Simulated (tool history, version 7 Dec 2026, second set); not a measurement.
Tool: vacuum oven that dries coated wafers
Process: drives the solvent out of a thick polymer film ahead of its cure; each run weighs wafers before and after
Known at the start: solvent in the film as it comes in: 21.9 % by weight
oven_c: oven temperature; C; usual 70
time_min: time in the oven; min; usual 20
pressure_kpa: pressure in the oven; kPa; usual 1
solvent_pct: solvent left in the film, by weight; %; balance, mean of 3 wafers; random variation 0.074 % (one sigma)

run	day	oven_c	time_min	pressure_kpa	solvent_pct
1	0	70	20	1	5.74
2	0.742	70	20	1	5.88
3	1.567	70	20	1	5.94
4	2.15	70	20	1	5.79
5	2.725	70	20	1	5.94
6	3.267	70	20	1	5.87
7	4.058	76	20	1	3.48
8	4.488	76	20	1	3.5
9	4.971	76	20	1	3.55
10	5.446	76	20	1	3.53
11	6.304	76	20	1	3.61
12	6.833	70	20	1.49	6.31
13	7.467	70	20	1.49	6.28
14	8.296	70	20	1.49	6.44
15	9.058	70	11	1	9.53
16	9.7	70	11	1	9.67
17	10.238	70	11	1	9.67
18	10.721	70	20	0.52	5.6
19	11.121	70	20	0.52	5.59
20	11.754	80	20	1	2.4
21	12.312	70	20	1	6.09
22	13.188	70	20	1	6.14
23	13.65	70	20	1	5.97
24	14.033	55	20	1	12.65
25	14.642	55	20	1	12.58
26	15.454	55	20	1	12.53
27	15.846	55	20	1	12.67
28	16.496	70	34	1.57	3.85
29	16.933	70	34	1.57	3.93
30	17.7	70	18	1	6.71
31	18.267	70	18	1	6.85
32	19.029	70	10	3.26	11.5
33	19.525	70	12	1.53	9.59
34	19.925	70	12	1.53	9.72
35	20.367	70	12	1.53	9.52
36	21.192	70	12	1.53	9.72
37	21.742	70	12	1.53	9.53
38	22.112	70	20	0.7	5.92
39	22.9	70	20	0.87	6
40	23.712	72	26	0.66	3.57
41	24.533	70	11	1	9.97
42	25.258	70	11	1	9.68
43	26.008	69	25	1.34	5.76
44	26.612	69	25	2.12	5.9
45	27.042	58	13	1.01	12.98
46	27.738	84	30	0.65	0.64
47	28.467	70	20	0.72	5.48

Taken out of this log: 1 entry between the listed runs. Where each belongs, and how the hidden state differs across it:
Between runs 43 and 44: oven's thermocouples calibrated (day 26.204)
  true wafer temperature over the reading, C: -1.42 -> -0.05; true pressure over the reading, kPa: 0.299 -> 0.302
  measured less the result without the state, solvent_pct: +0.86 -> +0.29 %
